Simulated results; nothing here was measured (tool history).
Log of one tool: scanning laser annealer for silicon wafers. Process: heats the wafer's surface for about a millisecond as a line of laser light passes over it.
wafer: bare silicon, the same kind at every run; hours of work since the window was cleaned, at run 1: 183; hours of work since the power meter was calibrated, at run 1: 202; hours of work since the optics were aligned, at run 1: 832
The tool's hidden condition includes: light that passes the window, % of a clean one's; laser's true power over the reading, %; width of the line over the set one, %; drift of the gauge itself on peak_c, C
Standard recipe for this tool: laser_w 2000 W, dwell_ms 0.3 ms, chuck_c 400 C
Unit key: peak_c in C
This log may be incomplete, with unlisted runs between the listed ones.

run   hour  laser_w  dwell_ms  chuck_c  hours of work since the window was cleaned  hours of work since the power meter was calibrated  hours of work since the optics were aligned  peak_c
  1      0     2000       0.3      400                                         183                                                 202                                          832    1137
  2   16.9     2067       0.3      400                                         193                                                 212                                          842    1164
  3     36     2067       0.3      400                                         204                                                 223                                          853    1169
  4   52.7     2000       0.3      390                                         214                                                 233                                          863    1122
  5   72.5     1775       0.3      400                                         225                                                 244                                          874    1032
  6   86.2     1775       0.3      400                                         233                                                 252                                          882    1035
  7   96.2     2000       0.3      400                                         239                                                 258                                          888    1132
  8  110.1     2000       0.3      400                                         247                                                 266                                          896    1126
  9  129.3     2000       0.3      400                                         258                                                 277                                          907    1125
 10  142.3     2000       0.3      400                                         266                                                 285                                          915    1128
 11  160.6     1946     0.343      382                                         276                                                 295                                          925    1140
 12  173.2     2153     0.281      379                                         284                                                 303                                          933    1142
 13  192.1     2153      0.31      379                                         295                                                 314                                          944    1185
 14    206     2000     0.295      400                                         303                                                 322                                          952    1116
 15  216.5     2052     0.257      400                                         309                                                 328                                          958    1081
 16  231.3     2052     0.257      400                                         318                                                 336                                          966    1081
 17  243.2     2052     0.257      400                                         324                                                 343                                          973    1077
 18  251.2     2000     0.309      400                                         329                                                 348                                          978    1134
 19  263.9     2072     0.231      411                                         336                                                 355                                          985    1055

Consider 3 possible next runs. They are alternatives, not a sequence: every one starts from the tool as it was left by run 19. What does each give?
  A  276.2     1957       0.3      391                                         344                                                 363                                          992       ?
  B  276.2     1832     0.363      369                                         344                                                 363                                          992       ?
  C  276.2     2072     0.231      368                                         344                                                 363                                          992       ?

run  peak_c
  A    1090
  B    1088
  C    1015
What these runs would have given with no unlogged condition in the tool:
run  peak_c
  A    1127
  B    1126
  C    1049

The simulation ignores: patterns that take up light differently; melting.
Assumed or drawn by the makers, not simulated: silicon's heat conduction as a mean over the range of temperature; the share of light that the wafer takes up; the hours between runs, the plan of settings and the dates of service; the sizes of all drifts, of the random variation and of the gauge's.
